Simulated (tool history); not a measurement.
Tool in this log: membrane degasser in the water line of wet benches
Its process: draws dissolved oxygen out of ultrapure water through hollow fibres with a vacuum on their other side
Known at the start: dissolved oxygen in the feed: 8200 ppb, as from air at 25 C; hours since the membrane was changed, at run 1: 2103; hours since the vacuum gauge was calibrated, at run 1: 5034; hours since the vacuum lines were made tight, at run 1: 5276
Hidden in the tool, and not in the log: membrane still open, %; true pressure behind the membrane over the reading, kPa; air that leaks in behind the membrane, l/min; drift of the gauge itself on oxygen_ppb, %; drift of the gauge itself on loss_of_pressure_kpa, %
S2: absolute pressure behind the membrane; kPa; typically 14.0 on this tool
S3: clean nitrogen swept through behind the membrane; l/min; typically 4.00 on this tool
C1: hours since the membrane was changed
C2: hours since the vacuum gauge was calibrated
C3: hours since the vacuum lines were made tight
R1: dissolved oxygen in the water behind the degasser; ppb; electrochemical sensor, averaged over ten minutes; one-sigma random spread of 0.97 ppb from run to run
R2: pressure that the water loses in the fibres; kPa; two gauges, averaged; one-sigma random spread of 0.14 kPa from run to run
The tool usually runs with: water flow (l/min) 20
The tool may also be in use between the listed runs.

{"run": 1, "hour": 0.0, "water flow (l/min)": 20, "S2": 14.0, "S3": 4.0, "C1": 2103, "C2": 5034, "C3": 5276, "R1": 153.8, "R2": 36.56}
{"run": 2, "hour": 44.5, "water flow (l/min)": 20, "S2": 14.0, "S3": 4.0, "C1": 2148, "C2": 5078, "C3": 5321, "R1": 152.7, "R2": 36.7}
{"run": 3, "hour": 94.0, "water flow (l/min)": 20, "S2": 14.0, "S3": 4.0, "C1": 2197, "C2": 5128, "C3": 5370, "R1": 152.7, "R2": 36.66}
{"run": 4, "hour": 144.6, "water flow (l/min)": 20, "S2": 14.0, "S3": 4.0, "C1": 2248, "C2": 5178, "C3": 5421, "R1": 153.1, "R2": 36.57}
{"run": 5, "hour": 204.2, "water flow (l/min)": 20, "S2": 14.0, "S3": 4.0, "C1": 2307, "C2": 5238, "C3": 5480, "R1": 153.2, "R2": 36.55}
{"run": 6, "hour": 258.5, "water flow (l/min)": 20, "S2": 14.0, "S3": 4.0, "C1": 2362, "C2": 5292, "C3": 5535, "R1": 156.0, "R2": 36.82}
{"run": 7, "hour": 294.5, "water flow (l/min)": 20, "S2": 14.0, "S3": 4.0, "C1": 2398, "C2": 5328, "C3": 5571, "R1": 154.9, "R2": 36.94}
{"run": 8, "hour": 351.1, "water flow (l/min)": 20, "S2": 14.0, "S3": 4.0, "C1": 2454, "C2": 5385, "C3": 5627, "R1": 156.4, "R2": 36.67}
{"run": 9, "hour": 386.1, "water flow (l/min)": 20, "S2": 14.0, "S3": 4.0, "C1": 2489, "C2": 5420, "C3": 5662, "R1": 154.5, "R2": 36.82}
{"run": 10, "hour": 448.8, "water flow (l/min)": 20, "S2": 14.0, "S3": 4.0, "C1": 2552, "C2": 5482, "C3": 5725, "R1": 154.4, "R2": 36.64}
{"run": 11, "hour": 508.1, "water flow (l/min)": 20, "S2": 14.0, "S3": 5.16, "C1": 2611, "C2": 5542, "C3": 5784, "R1": 124.1, "R2": 36.77}
{"run": 12, "hour": 554.5, "water flow (l/min)": 19, "S2": 14.0, "S3": 4.0, "C1": 2658, "C2": 5588, "C3": 5831, "R1": 146.3, "R2": 34.81}
{"run": 13, "hour": 587.8, "water flow (l/min)": 20, "S2": 14.0, "S3": 2.33, "C1": 2691, "C2": 5621, "C3": 5864, "R1": 246.9, "R2": 37.04}
{"run": 14, "hour": 635.7, "water flow (l/min)": 20, "S2": 14.0, "S3": 2.33, "C1": 2739, "C2": 5669, "C3": 5912, "R1": 247.8, "R2": 37.11}
{"run": 15, "hour": 673.6, "water flow (l/min)": 20, "S2": 14.0, "S3": 2.33, "C1": 2777, "C2": 5707, "C3": 5950, "R1": 250.9, "R2": 36.57}
{"hour": 678.6, "done": "vacuum gauge calibrated"}
{"run": 16, "hour": 707.5, "water flow (l/min)": 20, "S2": 9.1, "S3": 4.0, "C1": 2810, "C2": 29, "C3": 5983, "R1": 97.7, "R2": 36.77}
{"run": 17, "hour": 769.9, "water flow (l/min)": 17, "S2": 21.5, "S3": 4.43, "C1": 2873, "C2": 91, "C3": 6046, "R1": 193.4, "R2": 31.49}
{"run": 18, "hour": 813.7, "water flow (l/min)": 17, "S2": 21.5, "S3": 4.43, "C1": 2916, "C2": 135, "C3": 6089, "R1": 193.5, "R2": 31.48}
{"run": 19, "hour": 872.1, "water flow (l/min)": 17, "S2": 21.5, "S3": 4.43, "C1": 2975, "C2": 194, "C3": 6148, "R1": 191.3, "R2": 31.35}
{"run": 20, "hour": 921.2, "water flow (l/min)": 17, "S2": 29.8, "S3": 6.75, "C1": 3024, "C2": 243, "C3": 6197, "R1": 183.9, "R2": 31.18}
{"run": 21, "hour": 973.9, "water flow (l/min)": 24, "S2": 12.7, "S3": 8.43, "C1": 3077, "C2": 295, "C3": 6250, "R1": 105.5, "R2": 44.55}
{"hour": 1028.5, "done": "vacuum gauge calibrated, once more"}
{"run": 22, "hour": 1033.1, "water flow (l/min)": 28, "S2": 9.2, "S3": 6.79, "C1": 3135, "C2": 5, "C3": 6308, "R1": 120.1, "R2": 51.58}
{"run": 23, "hour": 1068.7, "water flow (l/min)": 28, "S2": 9.2, "S3": 6.79, "C1": 3171, "C2": 40, "C3": 6344, "R1": 118.4, "R2": 51.8}
{"run": 24, "hour": 1126.1, "water flow (l/min)": 29, "S2": 14.3, "S3": 2.91, "C1": 3228, "C2": 98, "C3": 6401, "R1": 322.1, "R2": 53.58}
{"run": 25, "hour": 1165.7, "water flow (l/min)": 21, "S2": 22.4, "S3": 2.99, "C1": 3268, "C2": 137, "C3": 6441, "R1": 347.8, "R2": 38.74}
{"run": 26, "hour": 1205.0, "water flow (l/min)": 21, "S2": 22.4, "S3": 2.99, "C1": 3307, "C2": 177, "C3": 6480, "R1": 343.8, "R2": 38.78}
{"run": 27, "hour": 1232.7, "water flow (l/min)": 21, "S2": 22.4, "S3": 2.99, "C1": 3335, "C2": 204, "C3": 6508, "R1": 344.9, "R2": 38.68}

Run 28 comes next. What will it give?
{"run": 28, "hour": 1259.5, "water flow (l/min)": 28, "S2": 22.4, "S3": 2.76, "C1": 3362, "C2": 231, "C3": 6535, "R1": "?", "R2": "?"}

R1: 501.8 ppb
R2: 51.51 kPa
Without the tool's hidden state the same run would have given R1 482.1 ppb, R2 50.29 kPa.
